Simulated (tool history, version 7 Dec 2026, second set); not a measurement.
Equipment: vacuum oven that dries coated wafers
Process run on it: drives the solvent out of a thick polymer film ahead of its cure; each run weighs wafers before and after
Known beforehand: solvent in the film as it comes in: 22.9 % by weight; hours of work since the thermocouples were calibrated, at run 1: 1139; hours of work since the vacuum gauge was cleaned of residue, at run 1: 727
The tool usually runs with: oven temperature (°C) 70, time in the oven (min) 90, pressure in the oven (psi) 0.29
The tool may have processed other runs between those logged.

run	hour	oven temperature (°C)	time in the oven (min)	pressure in the oven (psi)	hours of work since the thermocouples were calibrated	hours of work since the vacuum gauge was cleaned of residue	solvent left in the film (%)
1	0	70	90	0.29	1139	727	1.96
2	31.5	70	51	0.29	1156	744	4.07
3	62.5	70	51	0.29	1172	760	4.15
4	111.3	70	51	0.29	1197	785	4.16
5	137.2	70	51	0.29	1210	798	4.16
6	171.4	70	90	0.29	1228	816	1.99
7	196.5	70	90	0.87	1241	829	4.35
8	235.3	70	46	0.29	1261	849	4.64
9	283.1	70	75	0.666	1285	873	3.98
10	312.9	63	114	0.405	1300	889	3.52
# hour 345.3: oven's thermocouples calibrated
11	368.8	77	114	1.033	12	916	3.45

What does the tool deliver on the next run?
12	392	84	52	0.585	24	928	?

{"run 12": {"solvent left in the film (%)": 1.76}}
The same run, on a tool lacking any hidden state, would have yielded solvent left in the film (%) 1.69.
